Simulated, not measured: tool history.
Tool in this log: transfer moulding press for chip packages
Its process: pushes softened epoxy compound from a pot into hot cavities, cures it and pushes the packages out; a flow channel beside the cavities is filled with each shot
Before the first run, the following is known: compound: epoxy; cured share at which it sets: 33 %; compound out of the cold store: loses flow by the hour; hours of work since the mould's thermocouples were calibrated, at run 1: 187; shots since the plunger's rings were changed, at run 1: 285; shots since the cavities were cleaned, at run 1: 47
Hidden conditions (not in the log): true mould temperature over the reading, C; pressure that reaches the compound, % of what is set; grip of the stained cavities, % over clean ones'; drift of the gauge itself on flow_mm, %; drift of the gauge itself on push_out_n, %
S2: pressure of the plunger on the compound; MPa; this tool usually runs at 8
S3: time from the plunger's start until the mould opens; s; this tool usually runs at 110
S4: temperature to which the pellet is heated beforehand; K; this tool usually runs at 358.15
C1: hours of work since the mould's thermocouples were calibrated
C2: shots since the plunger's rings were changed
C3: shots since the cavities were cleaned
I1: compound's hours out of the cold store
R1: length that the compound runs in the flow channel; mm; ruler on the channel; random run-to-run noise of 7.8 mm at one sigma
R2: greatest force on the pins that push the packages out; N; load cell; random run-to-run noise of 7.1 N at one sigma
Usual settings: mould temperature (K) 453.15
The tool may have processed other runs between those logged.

run 1 hour=0 | mould_temperature_(K)=453.15 S2=8 S3=110 S4=358.15 | C1=187 C2=285 C3=47 | I1=20.1 | R1=882 R2=296
run 2 hour=9.8 | mould_temperature_(K)=453.15 S2=8 S3=110 S4=358.15 | C1=193 C2=378 C3=140 | I1=18.2 | R1=897 R2=302
run 3 hour=20.2 | mould_temperature_(K)=453.15 S2=8 S3=110 S4=358.15 | C1=199 C2=477 C3=239 | I1=22.4 | R1=865 R2=290
run 4 hour=29.5 | mould_temperature_(K)=453.15 S2=8 S3=110 S4=358.15 | C1=204 C2=566 C3=328 | I1=41.2 | R1=786 R2=301
run 5 hour=39.9 | mould_temperature_(K)=453.15 S2=6.94 S3=110 S4=358.15 | C1=210 C2=666 C3=428 | I1=32.6 | R1=754 R2=297
-- hour=47 cavities cleaned with cleaning compound and waxed
run 6 hour=47.7 | mould_temperature_(K)=453.15 S2=6.94 S3=110 S4=350.15 | C1=214 C2=726 C3=6 | I1=33.8 | R1=744 R2=293
run 7 hour=59.9 | mould_temperature_(K)=453.15 S2=6.94 S3=110 S4=350.15 | C1=221 C2=843 C3=123 | I1=27.7 | R1=790 R2=285
run 8 hour=74.6 | mould_temperature_(K)=450.15 S2=8 S3=110 S4=358.15 | C1=229 C2=983 C3=263 | I1=36.7 | R1=803 R2=315
run 9 hour=84.3 | mould_temperature_(K)=453.15 S2=8 S3=110 S4=358.15 | C1=235 C2=1076 C3=356 | I1=30.7 | R1=831 R2=289
run 10 hour=91.5 | mould_temperature_(K)=453.15 S2=8 S3=110 S4=358.15 | C1=239 C2=1145 C3=425 | I1=21.9 | R1=852 R2=305
-- hour=98.8 cavities cleaned with cleaning compound and waxed
run 11 hour=100.5 | mould_temperature_(K)=453.15 S2=8 S3=110 S4=358.15 | C1=243 C2=1217 C3=17 | I1=41.4 | R1=772 R2=273
run 12 hour=111 | mould_temperature_(K)=453.15 S2=8 S3=110 S4=358.15 | C1=249 C2=1317 C3=117 | I1=25.3 | R1=849 R2=285
run 13 hour=117.8 | mould_temperature_(K)=453.15 S2=8 S3=110 S4=358.15 | C1=253 C2=1382 C3=182 | I1=31.5 | R1=827 R2=291
run 14 hour=131.2 | mould_temperature_(K)=453.15 S2=8 S3=110 S4=358.15 | C1=261 C2=1510 C3=310 | I1=18.4 | R1=879 R2=298
run 15 hour=139.7 | mould_temperature_(K)=459.15 S2=8.78 S3=110 S4=358.15 | C1=265 C2=1591 C3=391 | I1=46.8 | R1=779 R2=260
-- hour=150 cavities cleaned with cleaning compound and waxed
run 16 hour=153.4 | mould_temperature_(K)=455.15 S2=7.4 S3=122 S4=362.15 | C1=272 C2=1708 C3=32 | I1=14.1 | R1=858 R2=256
run 17 hour=168.7 | mould_temperature_(K)=450.15 S2=8 S3=110 S4=360.15 | C1=281 C2=1855 C3=179 | I1=21.5 | R1=870 R2=340
run 18 hour=180.3 | mould_temperature_(K)=450.15 S2=8 S3=110 S4=360.15 | C1=288 C2=1966 C3=290 | I1=18.2 | R1=890 R2=337
run 19 hour=189.6 | mould_temperature_(K)=450.15 S2=8 S3=110 S4=360.15 | C1=293 C2=2055 C3=379 | I1=8.2 | R1=932 R2=367
run 20 hour=197.4 | mould_temperature_(K)=454.15 S2=8 S3=110 S4=358.15 | C1=298 C2=2129 C3=453 | I1=31 | R1=819 R2=282
-- hour=201.5 cavities cleaned with cleaning compound and waxed
run 21 hour=210.1 | mould_temperature_(K)=454.15 S2=8 S3=110 S4=358.15 | C1=304 C2=2236 C3=82 | I1=22.4 | R1=863 R2=274
run 22 hour=221 | mould_temperature_(K)=460.15 S2=8 S3=90 S4=358.15 | C1=310 C2=2340 C3=186 | I1=27.5 | R1=821 R2=294
run 23 hour=235.3 | mould_temperature_(K)=450.15 S2=8 S3=90 S4=358.15 | C1=318 C2=2477 C3=323 | I1=37.9 | R1=800 R2=481
run 24 hour=245.1 | mould_temperature_(K)=456.15 S2=8 S3=92 S4=357.15 | C1=324 C2=2570 C3=416 | I1=15.6 | R1=882 R2=353
-- hour=253.2 cavities cleaned with cleaning compound and waxed
run 25 hour=255.6 | mould_temperature_(K)=452.15 S2=8 S3=92 S4=354.15 | C1=329 C2=2657 C3=24 | I1=23.4 | R1=858 R2=442
run 26 hour=265.3 | mould_temperature_(K)=452.15 S2=8 S3=92 S4=354.15 | C1=335 C2=2749 C3=116 | I1=8.5 | R1=938 R2=455
run 27 hour=271.8 | mould_temperature_(K)=455.15 S2=8 S3=121 S4=354.15 | C1=338 C2=2812 C3=179 | I1=9.9 | R1=905 R2=261
run 28 hour=279.1 | mould_temperature_(K)=455.15 S2=8 S3=121 S4=354.15 | C1=342 C2=2882 C3=249 | I1=26.2 | R1=843 R2=255

Consider 3 possible next runs. They are alternatives, not a sequence: every one starts from the tool as it was left by run 28. What does each give?
run A hour=286.2 | mould_temperature_(K)=453.15 S2=8 S3=121 S4=354.15 | C1=346 C2=2949 C3=316 | I1=31.7 | R1=? R2=?
run B hour=286.2 | mould_temperature_(K)=449.15 S2=8.53 S3=110 S4=367.15 | C1=346 C2=2949 C3=316 | I1=16.3 | R1=? R2=?
run C hour=286.2 | mould_temperature_(K)=453.15 S2=6.59 S3=134 S4=354.15 | C1=346 C2=2949 C3=316 | I1=44.3 | R1=? R2=?

run=A R1=823 R2=272
run=B R1=945 R2=356
run=C R1=682 R2=257
Had the tool no hidden state, the same runs would have come out as:
run=A R1=825 R2=269
run=B R1=947 R2=352
run=C R1=684 R2=254
